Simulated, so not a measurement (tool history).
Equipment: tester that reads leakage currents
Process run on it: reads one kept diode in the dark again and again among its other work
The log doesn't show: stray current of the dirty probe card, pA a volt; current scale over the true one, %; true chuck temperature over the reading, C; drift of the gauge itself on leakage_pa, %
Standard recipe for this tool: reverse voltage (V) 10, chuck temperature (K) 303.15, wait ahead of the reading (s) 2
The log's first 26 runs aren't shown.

| run | day | reverse voltage (V) | chuck temperature (K) | wait ahead of the reading (s) | hours of work since the probe card was cleaned | hours of work since the tester was calibrated | hours of work since the chuck was calibrated | current that the tester gives (pA) |
|---|---|---|---|---|---|---|---|---|
| 27 | 24.604 | 4.7 | 303.15 | 3.85 | 1108 | 188 | 146 | 263.58 |
| 28 | 25.804 | 1.5 | 299.15 | 0.35 | 1125 | 205 | 163 | 107.57 |
| 29 | 26.567 | 3.5 | 306.15 | 0.98 | 1136 | 215 | 174 | 277.4 |
| 30 | 27.35 | 11.5 | 303.15 | 2 | 1146 | 226 | 184 | 438.12 |
| 31 | 28.512 | 12.9 | 313.15 | 0.72 | 1163 | 242 | 200 | 910.2 |
| 32 | 29.162 | 12.9 | 304.15 | 2.81 | 1172 | 251 | 210 | 503.57 |
| 33 | 29.9 | 3 | 304.15 | 2.81 | 1182 | 261 | 220 | 222.34 |
| 34 | 30.846 | 4.5 | 316.15 | 2.4 | 1195 | 274 | 233 | 618.58 |
| 35 | 31.646 | 4.5 | 316.15 | 2.4 | 1206 | 286 | 244 | 620.1 |
| 36 | 32.258 | 1.8 | 332.15 | 4.95 | 1214 | 294 | 252 | 988.85 |
| 37 | 33.55 | 1.9 | 296.15 | 0.41 | 1232 | 312 | 270 | 100.54 |
| 38 | 34.483 | 1.2 | 307.15 | 0.38 | 1245 | 325 | 283 | 167.09 |
| 39 | 35.192 | 1.2 | 307.15 | 0.38 | 1255 | 335 | 293 | 167.79 |

Each row is a separate what-if for the run after 39, all from the same tool condition, not one after another. Results?
| A | 36.446 | 1.2 | 320.15 | 0.38 | 1272 | 352 | 310 | ? |
| B | 36.446 | 2.2 | 307.15 | 0.38 | 1272 | 352 | 310 | ? |
| C | 36.446 | 2.9 | 303.15 | 9.03 | 1272 | 352 | 310 | ? |

| run | current that the tester gives (pA) |
|---|---|
| A | 387.18 |
| B | 234.86 |
| C | 205.25 |
Had the tool no hidden state, the same runs would have come out as:
| run | current that the tester gives (pA) |
|---|---|
| A | 374.56 |
| B | 225.21 |
| C | 195.64 |
